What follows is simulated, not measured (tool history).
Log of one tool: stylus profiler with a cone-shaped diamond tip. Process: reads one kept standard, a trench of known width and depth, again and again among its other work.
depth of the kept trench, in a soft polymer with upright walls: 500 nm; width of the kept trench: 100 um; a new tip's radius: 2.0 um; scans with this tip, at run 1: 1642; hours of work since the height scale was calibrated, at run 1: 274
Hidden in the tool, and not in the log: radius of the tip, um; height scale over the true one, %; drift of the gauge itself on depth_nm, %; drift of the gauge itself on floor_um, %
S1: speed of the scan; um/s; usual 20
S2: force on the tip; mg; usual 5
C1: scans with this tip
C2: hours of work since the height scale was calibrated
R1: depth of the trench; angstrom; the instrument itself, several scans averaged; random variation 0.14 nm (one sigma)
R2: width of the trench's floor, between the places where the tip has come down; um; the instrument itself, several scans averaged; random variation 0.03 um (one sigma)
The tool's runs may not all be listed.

run     day  S1     S2    C1   C2      R1     R2
  1       0  20      5  1642  274  5077.5  97.27
  2   0.896  35      5  1722  288  5078.9   97.2
  3   1.896  35      5  1813  303  5079.5  97.16
  4    2.75  35   9.62  1889  316  5123.9  97.25
  5   3.283  35   9.62  1938  324  5124.2  97.22
  6   4.008  35   9.62  2003  335  5121.1  97.15
  7   4.679  20  10.44  2063  345  5130.4   97.3
  8   5.717  20   7.98  2157  360  5106.8  97.26
  9   6.217  20   7.98  2202  368    5107  97.22
 10    7.25  20   7.98  2295  384  5108.5  97.23
 11   7.883  20   7.98  2352  393  5107.7  97.29
 12   8.392  20   7.98  2398  401  5105.8  97.23
 13   9.108  20   7.98  2462  412  5104.9  97.22
 14   9.754  20   7.98  2521  421  5105.9  97.23
 15  10.542  20   7.98  2592  433  5106.9  97.23
 16  11.038  20   7.98  2636  441  5103.7  97.26
 17  12.038  54   9.04  2726  456    5116  97.13
 18  12.492  23  14.86  2767  463  5165.2   97.2
 19  13.192   6   2.56  2831  473  5044.4  97.27
 20  13.988  28   2.57  2902  485  5044.8  97.11
 21   14.45  28   2.57  2944  492  5043.1  97.13
 22  15.092   6   1.84  3002  502  5034.7  97.22
 23  15.971   6   1.84  3081  515  5035.5  97.22
 24  16.442  10   2.75  3124  522  5043.4  97.25
 25  17.158  18   5.88  3188  533  5083.5  97.21
 26  17.762   5   10.1  3243  542    5123  97.27
 27  18.212   5   10.1  3283  549  5124.4  97.28
 28  19.033  10      5  3357  561    5074  97.23
 29  19.571  20   2.71  3405  569  5043.2   97.2
 30  20.246   9    8.4  3466  579  5108.9  97.24
 31  20.917  27   1.69  3527  589  5029.5  97.05
 32  21.933  12  12.91  3618  605    5152  97.21

The same runs without the tool's hidden state, with the same run-to-run variation:
run      R1     R2
  1  5083.6  97.29
  2  5085.2  97.21
  3    5086  97.18
  4  5130.6  97.28
  5  5131.1  97.25
  6  5128.1  97.18
  7  5137.5  97.33
  8  5114.2   97.3
  9  5114.5  97.26
 10  5116.2  97.28
 11  5115.5  97.33
 12  5113.8  97.28
 13    5113  97.27
 14  5114.2  97.28
 15  5115.3  97.29
 16  5112.3  97.32
 17  5124.7   97.2
 18  5174.2  97.27
 19  5053.3  97.34
 20  5053.9  97.18
 21  5052.3  97.21
 22    5044  97.29
 23  5045.1  97.29
 24    5053  97.33
 25  5093.4  97.29
 26  5133.2  97.36
 27  5134.7  97.37
 28  5084.3  97.32
 29  5053.5  97.29
 30  5119.5  97.34
 31  5040.2  97.15
 32  5163.1  97.31
